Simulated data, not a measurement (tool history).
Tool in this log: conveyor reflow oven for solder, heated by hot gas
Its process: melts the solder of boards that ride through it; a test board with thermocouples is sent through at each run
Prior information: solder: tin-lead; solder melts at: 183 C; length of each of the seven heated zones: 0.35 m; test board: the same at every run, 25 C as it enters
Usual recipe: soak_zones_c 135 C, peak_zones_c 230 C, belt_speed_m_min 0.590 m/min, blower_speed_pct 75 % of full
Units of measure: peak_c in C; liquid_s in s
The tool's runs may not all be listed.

run	hour	soak_zones_c	peak_zones_c	belt_speed_m_min	blower_speed_pct	peak_c	liquid_s
1	0.0	135	230	0.590	75	215.9	53.6
2	23.9	135	230	0.590	75	215.9	53.3
3	45.5	135	230	0.590	75	216.2	53.2
4	86.1	147	230	0.590	75	217.5	58.2
5	125.2	147	230	0.590	75	217.1	58.1
6	146.4	147	230	0.590	75	216.9	58.4
7	169.3	147	230	0.590	75	216.7	58.4
8	199.5	147	230	0.590	75	216.7	58.2
9	236.6	147	230	0.590	75	216.6	57.8
10	267.3	147	230	0.590	75	216.3	57.8
11	310.2	147	230	0.590	75	215.5	58.0
# hour 319.0: flux residue cleaned out of gas plates and filters
# hour 345.9: thermocouples of zones 6 and 7 changed
12	357.1	147	230	0.590	75	219.7	60.5
13	396.1	136	230	0.590	75	217.5	55.7
14	425.1	136	230	0.590	75	218.5	55.5
# hour 433.0: belt drive overhauled, speed set with a stopwatch
15	470.1	136	230	0.590	75	218.2	55.6
16	496.7	138	236	0.690	66	216.9	46.7
17	537.1	131	230	0.590	58	214.1	50.5
18	560.9	135	238	0.590	68	223.4	58.7
19	595.8	135	223	0.633	75	209.1	44.6
20	636.7	135	232	0.590	75	218.5	56.0
21	668.4	135	219	0.590	75	206.7	46.8
# hour 680.0: belt drive overhauled, speed set with a stopwatch, once more
22	702.2	135	224	0.590	75	210.1	48.1
23	743.5	135	224	0.590	75	210.8	48.0
24	774.9	123	243	0.664	87	223.3	47.4

Some steps in peak_c, run to run, broken into two amounts with sign: the step expected even without the hidden condition (settings, incoming material, random variation), and the rest, left for the hidden condition together with whatever gauge scatter is not in both the measured and the hidden-condition-free result:
Unlogged tool condition in this case: heat that the gas passes to the board, % of a clean oven's; belt's true speed, % of the reading; true gas temperature in zones 6 and 7 over the reading, C; drift of the gauge itself on peak_c, C; drift of the gauge itself on liquid_s, %.
Run 11 -> 12: flux residue cleaned out of gas plates and filters, thermocouples of zones 6 and 7 changed. peak_c +4.2 C: hidden state +3.6, all else +0.6.
Run 18 -> 19: peak_zones_c 238 -> 223, belt_speed_m_min 0.590 -> 0.633, blower_speed_pct 68 -> 75. peak_c -14.3 C: hidden state -0.3, all else -14.0.
Run 23 -> 24: soak_zones_c 135 -> 123, peak_zones_c 224 -> 243, belt_speed_m_min 0.590 -> 0.664, blower_speed_pct 75 -> 87. peak_c +12.5 C: hidden state -1.0, all else +13.5.
